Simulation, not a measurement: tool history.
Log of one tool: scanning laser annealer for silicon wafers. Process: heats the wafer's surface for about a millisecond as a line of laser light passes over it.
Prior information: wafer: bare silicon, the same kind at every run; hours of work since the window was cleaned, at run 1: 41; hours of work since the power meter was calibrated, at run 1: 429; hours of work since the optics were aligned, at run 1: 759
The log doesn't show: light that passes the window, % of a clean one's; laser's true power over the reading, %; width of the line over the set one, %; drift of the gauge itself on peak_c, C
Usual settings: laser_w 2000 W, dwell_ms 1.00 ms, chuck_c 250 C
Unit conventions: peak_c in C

| run | day | laser_w | dwell_ms | chuck_c | hours of work since the window was cleaned | hours of work since the power meter was calibrated | hours of work since the optics were aligned | peak_c |
|---|---|---|---|---|---|---|---|---|
| 1 | 0.000 | 2000 | 1.00 | 250 | 41 | 429 | 759 | 1008 |
| 2 | 0.638 | 2000 | 1.00 | 226 | 52 | 440 | 770 | 983 |
| 3 | 1.233 | 2000 | 1.00 | 235 | 62 | 450 | 780 | 990 |
| 4 | 1.958 | 2000 | 1.00 | 235 | 74 | 462 | 792 | 988 |
| 5 | 2.708 | 2000 | 1.00 | 235 | 86 | 475 | 804 | 987 |
| 6 | 3.633 | 2000 | 1.00 | 250 | 102 | 490 | 820 | 999 |
| 7 | 4.104 | 2000 | 1.00 | 221 | 110 | 498 | 828 | 971 |
| 8 | 4.692 | 2000 | 1.00 | 221 | 120 | 508 | 838 | 973 |
| 9 | 5.383 | 2000 | 1.00 | 250 | 131 | 519 | 849 | 998 |
| 10 | 5.779 | 2000 | 1.00 | 250 | 138 | 526 | 856 | 1004 |
| 11 | 6.596 | 2000 | 1.00 | 250 | 152 | 540 | 870 | 1002 |
| 12 | 7.358 | 2000 | 1.00 | 250 | 164 | 553 | 882 | 999 |
| 13 | 8.062 | 2000 | 1.00 | 250 | 176 | 564 | 894 | 1001 |
| 14 | 8.846 | 2000 | 1.00 | 250 | 189 | 577 | 907 | 1004 |
| 15 | 9.550 | 2000 | 1.00 | 250 | 201 | 589 | 919 | 1001 |
| 16 | 10.312 | 1762 | 1.00 | 250 | 214 | 602 | 932 | 917 |
| 17 | 10.712 | 1828 | 0.83 | 235 | 221 | 609 | 939 | 866 |
| 18 | 11.175 | 1828 | 1.14 | 235 | 228 | 617 | 946 | 963 |
| 19 | 11.642 | 1782 | 1.02 | 250 | 236 | 624 | 954 | 932 |
| 20 | 12.604 | 2100 | 0.71 | 270 | 252 | 641 | 970 | 944 |
| 21 | 13.175 | 2100 | 0.71 | 270 | 262 | 650 | 980 | 941 |

Had the tool no unlogged condition, and each run kept its random variation, what would the results have been?
| run | peak_c |
|---|---|
| 1 | 1023 |
| 2 | 997 |
| 3 | 1005 |
| 4 | 1003 |
| 5 | 1003 |
| 6 | 1015 |
| 7 | 987 |
| 8 | 990 |
| 9 | 1015 |
| 10 | 1021 |
| 11 | 1020 |
| 12 | 1017 |
| 13 | 1019 |
| 14 | 1022 |
| 15 | 1020 |
| 16 | 934 |
| 17 | 882 |
| 18 | 982 |
| 19 | 950 |
| 20 | 962 |
| 21 | 959 |

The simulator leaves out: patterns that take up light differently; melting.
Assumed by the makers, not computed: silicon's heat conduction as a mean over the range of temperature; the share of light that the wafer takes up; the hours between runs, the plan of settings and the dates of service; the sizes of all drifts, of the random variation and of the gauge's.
